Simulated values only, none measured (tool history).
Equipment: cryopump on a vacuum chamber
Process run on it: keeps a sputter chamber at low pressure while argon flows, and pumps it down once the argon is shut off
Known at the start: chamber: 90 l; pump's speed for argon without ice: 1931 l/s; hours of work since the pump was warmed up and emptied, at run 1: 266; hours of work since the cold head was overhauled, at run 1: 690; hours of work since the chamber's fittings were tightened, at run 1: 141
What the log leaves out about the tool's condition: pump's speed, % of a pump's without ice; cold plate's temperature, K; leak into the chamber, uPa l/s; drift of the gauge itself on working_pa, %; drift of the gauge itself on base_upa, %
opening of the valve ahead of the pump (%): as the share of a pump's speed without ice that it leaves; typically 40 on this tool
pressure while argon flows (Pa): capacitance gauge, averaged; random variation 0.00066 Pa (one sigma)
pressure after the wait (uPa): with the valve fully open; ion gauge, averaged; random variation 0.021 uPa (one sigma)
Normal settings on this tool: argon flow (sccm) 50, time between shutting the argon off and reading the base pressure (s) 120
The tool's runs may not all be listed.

run    hour  argon flow (sccm)  time between shutting the argon off and reading the base pressure (s)  opening of the valve ahead of the pump (%)  hours of work since the pump was warmed up and emptied  hours of work since the cold head was overhauled  hours of work since the chamber's fittings were tightened  pressure while argon flows (Pa)  pressure after the wait (uPa)
  1     0.0                 50                                                                    120                                          40                                                     266                                               690                                                        141                           0.1144                           0.73
  2    53.9                 50                                                                    120                                          40                                                     293                                               717                                                        168                           0.1158                           0.76
  3    84.8                 57                                                                    120                                          40                                                     308                                               732                                                        183                           0.1319                           0.76
  4   132.1                 50                                                                    120                                          40                                                     332                                               756                                                        206                           0.1157                           0.80
  5   173.4                 84                                                                    120                                          40                                                     353                                               776                                                        227                           0.1959                           0.87
  6   200.2                 84                                                                    120                                          40                                                     366                                               790                                                        240                           0.1948                           0.92
  7   247.4                 50                                                                    120                                          28                                                     389                                               813                                                        264                           0.1635                           0.95
  8   293.2                 50                                                                    120                                          52                                                     412                                               836                                                        287                           0.0926                           1.02
      319.5  -- pump warmed up, emptied and cooled again
  9   330.1                 50                                                                    120                                          52                                                       5                                               852                                                        303                           0.0848                           0.91
 10   354.1                 50                                                                    120                                          52                                                      17                                               864                                                        315                           0.0853                           0.92
 11   391.5                 50                                                                    120                                          52                                                      36                                               882                                                        333                           0.0850                           0.94
 12   439.2                 50                                                                    120                                          52                                                      60                                               906                                                        357                           0.0854                           1.01
 13   484.5                 50                                                                    120                                          40                                                      82                                               929                                                        380                           0.1128                           0.99
 14   530.0                 50                                                                    120                                          40                                                     105                                               951                                                        402                           0.1122                           1.08
 15   554.6                 50                                                                    120                                          40                                                     117                                               964                                                        415                           0.1126                           1.09
 16   587.3                 50                                                                    120                                          40                                                     133                                               980                                                        431                           0.1107                           1.14
 17   628.5                 50                                                                    120                                          40                                                     154                                              1001                                                        451                           0.1132                           1.14
 18   656.2                 42                                                                    131                                          28                                                     168                                              1014                                                        465                           0.1343                           1.13
 19   686.4                 42                                                                    131                                          28                                                     183                                              1029                                                        480                           0.1363                           1.18
 20   729.7                 69                                                                    131                                          28                                                     204                                              1051                                                        502                           0.2216                           1.19
 21   754.4                 84                                                                     32                                          37                                                     217                                              1063                                                        514                           0.2052                           2.14
 22   800.1                 50                                                                     90                                          40                                                     239                                              1086                                                        537                           0.1146                           1.39
 23   842.2                 50                                                                     90                                          15                                                     260                                              1107                                                        558                           0.2987                           1.50
 24   876.5                 50                                                                     20                                          15                                                     278                                              1124                                                        575                           0.2974                           2.78
 25   913.8                 20                                                                    256                                          56                                                     296                                              1143                                                        594                           0.0331                           1.29
 26   943.3                 64                                                                     25                                          15                                                     311                                              1157                                                        608                           0.3809                           2.57
 27   986.6                 34                                                                     25                                          23                                                     332                                              1179                                                        630                           0.1343                           2.62
 28  1041.5                 96                                                                     56                                          36                                                     360                                              1206                                                        657                           0.2460                           1.87
 29  1065.5                 96                                                                     56                                          36                                                     372                                              1218                                                        669                           0.2481                           1.84
 30  1110.8                 96                                                                     56                                          36                                                     394                                              1241                                                        692                           0.2492                           1.97
 31  1138.2                 96                                                                     56                                          36                                                     408                                              1255                                                        705                           0.2485                           1.97
     1172.0  -- pump warmed up, emptied and cooled again
 32  1178.5                 26                                                                     56                                          36                                                       3                                              1272                                                        723                           0.0637                           1.80
 33  1216.2                 28                                                                     56                                          36                                                      22                                              1291                                                        742                           0.0690                           1.84

Hidden condition of the tool, last listed run before each entry between runs versus first listed run after:
Run 8 -> run 9: pump warmed up, emptied and cooled again (hour 319.5)
  pump's speed, % of a pump's without ice: 85.3 -> 99.6; cold plate's temperature, K: 12.49 -> 12.5; leak into the chamber, uPa l/s: 1113 -> 1154
  measured less the result without the state, pressure while argon flows (Pa): +0.0081 -> +0.0006; pressure after the wait (uPa): +0.54 -> +0.44
Run 31 -> run 32: pump warmed up, emptied and cooled again (hour 1172.0)
  pump's speed, % of a pump's without ice: 85.7 -> 99.1; cold plate's temperature, K: 12.66 -> 12.67; leak into the chamber, uPa l/s: 2193 -> 2240
  measured less the result without the state, pressure while argon flows (Pa): +0.0153 -> +0.0005; pressure after the wait (uPa): +1.18 -> +1.02

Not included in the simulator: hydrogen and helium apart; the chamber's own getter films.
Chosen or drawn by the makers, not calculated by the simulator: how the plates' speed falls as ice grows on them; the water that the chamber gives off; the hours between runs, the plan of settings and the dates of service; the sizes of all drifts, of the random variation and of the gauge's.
